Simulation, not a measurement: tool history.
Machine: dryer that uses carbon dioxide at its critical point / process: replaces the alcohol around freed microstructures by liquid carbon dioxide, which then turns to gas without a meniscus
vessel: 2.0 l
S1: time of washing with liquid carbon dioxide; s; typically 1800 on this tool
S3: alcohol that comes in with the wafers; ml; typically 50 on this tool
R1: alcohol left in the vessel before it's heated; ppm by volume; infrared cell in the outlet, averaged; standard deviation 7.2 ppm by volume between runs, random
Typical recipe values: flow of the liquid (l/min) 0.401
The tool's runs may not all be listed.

{"run": 1, "day": 0.0, "S1": 1800, "flow of the liquid (l/min)": 0.401, "S3": 50, "R1": 725}
{"run": 2, "day": 1.158, "S1": 1800, "flow of the liquid (l/min)": 0.401, "S3": 50, "R1": 727}
{"run": 3, "day": 1.912, "S1": 1800, "flow of the liquid (l/min)": 0.399, "S3": 50, "R1": 769}
{"run": 4, "day": 3.517, "S1": 1800, "flow of the liquid (l/min)": 0.401, "S3": 101, "R1": 1490}
{"run": 5, "day": 4.508, "S1": 1800, "flow of the liquid (l/min)": 0.401, "S3": 50, "R1": 350}
{"run": 6, "day": 5.688, "S1": 1800, "flow of the liquid (l/min)": 0.478, "S3": 50, "R1": 165}
{"run": 7, "day": 7.333, "S1": 1800, "flow of the liquid (l/min)": 0.478, "S3": 50, "R1": 173}
{"run": 8, "day": 9.117, "S1": 1800, "flow of the liquid (l/min)": 0.478, "S3": 50, "R1": 184}
{"run": 9, "day": 10.367, "S1": 1800, "flow of the liquid (l/min)": 0.401, "S3": 50, "R1": 437}
{"run": 10, "day": 11.888, "S1": 1800, "flow of the liquid (l/min)": 0.401, "S3": 50, "R1": 451}
{"run": 11, "day": 13.012, "S1": 1800, "flow of the liquid (l/min)": 0.401, "S3": 50, "R1": 474}
{"run": 12, "day": 14.846, "S1": 1800, "flow of the liquid (l/min)": 0.401, "S3": 46, "R1": 462}
{"run": 13, "day": 16.525, "S1": 1800, "flow of the liquid (l/min)": 0.401, "S3": 50, "R1": 536}
{"run": 14, "day": 17.521, "S1": 1800, "flow of the liquid (l/min)": 0.401, "S3": 50, "R1": 537}
{"run": 15, "day": 18.512, "S1": 1800, "flow of the liquid (l/min)": 0.401, "S3": 50, "R1": 569}
{"run": 16, "day": 19.688, "S1": 1800, "flow of the liquid (l/min)": 0.401, "S3": 50, "R1": 578}
{"run": 17, "day": 20.762, "S1": 2220, "flow of the liquid (l/min)": 0.306, "S3": 27, "R1": 439}
{"run": 18, "day": 22.4, "S1": 2220, "flow of the liquid (l/min)": 0.306, "S3": 27, "R1": 447}
{"run": 19, "day": 23.992, "S1": 2220, "flow of the liquid (l/min)": 0.306, "S3": 27, "R1": 478}
{"run": 20, "day": 24.779, "S1": 2100, "flow of the liquid (l/min)": 0.306, "S3": 76, "R1": 1586}
{"run": 21, "day": 25.883, "S1": 2100, "flow of the liquid (l/min)": 0.306, "S3": 76, "R1": 1595}
{"run": 22, "day": 27.233, "S1": 1800, "flow of the liquid (l/min)": 0.255, "S3": 37, "R1": 1959}
{"run": 23, "day": 28.667, "S1": 1800, "flow of the liquid (l/min)": 0.255, "S3": 37, "R1": 1353}
{"run": 24, "day": 29.746, "S1": 1800, "flow of the liquid (l/min)": 0.338, "S3": 81, "R1": 1262}
{"run": 25, "day": 31.404, "S1": 2460, "flow of the liquid (l/min)": 0.338, "S3": 68, "R1": 367}
{"run": 26, "day": 32.275, "S1": 2460, "flow of the liquid (l/min)": 0.338, "S3": 68, "R1": 371}
{"run": 27, "day": 33.829, "S1": 2460, "flow of the liquid (l/min)": 0.338, "S3": 68, "R1": 374}
{"run": 28, "day": 35.058, "S1": 1860, "flow of the liquid (l/min)": 0.338, "S3": 41, "R1": 683}
{"run": 29, "day": 36.362, "S1": 1800, "flow of the liquid (l/min)": 0.459, "S3": 114, "R1": 646}
{"run": 30, "day": 38.15, "S1": 1140, "flow of the liquid (l/min)": 0.592, "S3": 50, "R1": 655}
{"run": 31, "day": 39.408, "S1": 2100, "flow of the liquid (l/min)": 0.407, "S3": 87, "R1": 476}
{"run": 32, "day": 40.583, "S1": 2100, "flow of the liquid (l/min)": 0.407, "S3": 87, "R1": 500}

Put back what was entered between runs (3 entries, withheld): which listed runs does each sit between, and how does the hidden state differ from the listed run before to the listed run after?
Logged between run 4 and run 5: inlet filter changed (day 3.900); purifier's bed changed (day 4.475)
  flow that reaches the vessel past the clogged filter, %: 84.5 -> 99.3; alcohol in the recycled carbon dioxide, ppm: 123.9 -> 6.2
  what was measured, less what the result would be without the hidden state, R1: +782 -> +12 ppm by volume
Logged between run 22 and run 23: inlet filter changed (day 27.650)
  flow that reaches the vessel past the clogged filter, %: 83.6 -> 98.5; alcohol in the recycled carbon dioxide, ppm: 52.3 -> 55.1
  what was measured, less what the result would be without the hidden state, R1: +729 -> +99 ppm by volume

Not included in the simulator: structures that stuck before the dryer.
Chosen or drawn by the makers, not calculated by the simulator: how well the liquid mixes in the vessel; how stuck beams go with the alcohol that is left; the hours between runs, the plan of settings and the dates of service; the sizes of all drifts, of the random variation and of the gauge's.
